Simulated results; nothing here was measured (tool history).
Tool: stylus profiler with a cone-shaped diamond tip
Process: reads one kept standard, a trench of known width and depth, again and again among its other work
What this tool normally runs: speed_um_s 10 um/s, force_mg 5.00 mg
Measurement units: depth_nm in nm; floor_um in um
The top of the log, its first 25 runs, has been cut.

run   hour  speed_um_s  force_mg  scans with this tip  hours of work since the height scale was calibrated  depth_nm  floor_um
 26  345.2           3     12.06                 4151                                                  335    104.71     27.96
 27  358.8           4      3.64                 4273                                                  344    102.09     27.87
 28  368.4           4      3.64                 4360                                                  351    102.16     27.88
 29  379.4           4      3.64                 4459                                                  359    101.96     27.92
 30  398.3          13     14.24                 4629                                                  373    105.26     27.87
 31  409.0          13     14.24                 4725                                                  381    105.26     27.90
 32  425.2          16      2.47                 4870                                                  393    101.53     27.81
 33  440.4           3      2.16                 5007                                                  404    101.45     27.90
 34  459.0          29      9.71                 5174                                                  417    104.09     27.87
 35  477.3          15      2.92                 5339                                                  430    101.68     27.90
 36  485.5           3      2.20                 5412                                                  436    101.47     27.87
 37  495.5          30      5.00                 5502                                                  443    102.53     27.85
 38  513.8          17     13.50                 5667                                                  457    104.88     27.85
 39  529.4          19     10.49                 5808                                                  468    104.15     27.88
 40  539.5          19     10.49                 5898                                                  475    104.09     27.87
 41  556.6           5      2.01                 6052                                                  488    101.45     27.87
 42  570.5           5      2.01                 6177                                                  498    101.27     27.88
 43  589.4           5      2.01                 6347                                                  511    101.44     27.83

Predict each of these 3 candidate next runs independently; none follows another, all start after run 43:
  A  605.1           3      5.00                 6487                                                  523         ?         ?
  B  605.1           3      5.00                 6487                                                  523         ?         ?
  C  605.1           6      4.77                 6487                                                  523         ?         ?

run  depth_nm  floor_um
  A    102.51     27.85
  B    102.37     27.81
  C    102.42     27.85
Stripped of hidden state, with their random variation kept, the same runs would have yielded:
run  depth_nm  floor_um
  A    102.65     28.00
  B    102.51     27.96
  C    102.56     28.00

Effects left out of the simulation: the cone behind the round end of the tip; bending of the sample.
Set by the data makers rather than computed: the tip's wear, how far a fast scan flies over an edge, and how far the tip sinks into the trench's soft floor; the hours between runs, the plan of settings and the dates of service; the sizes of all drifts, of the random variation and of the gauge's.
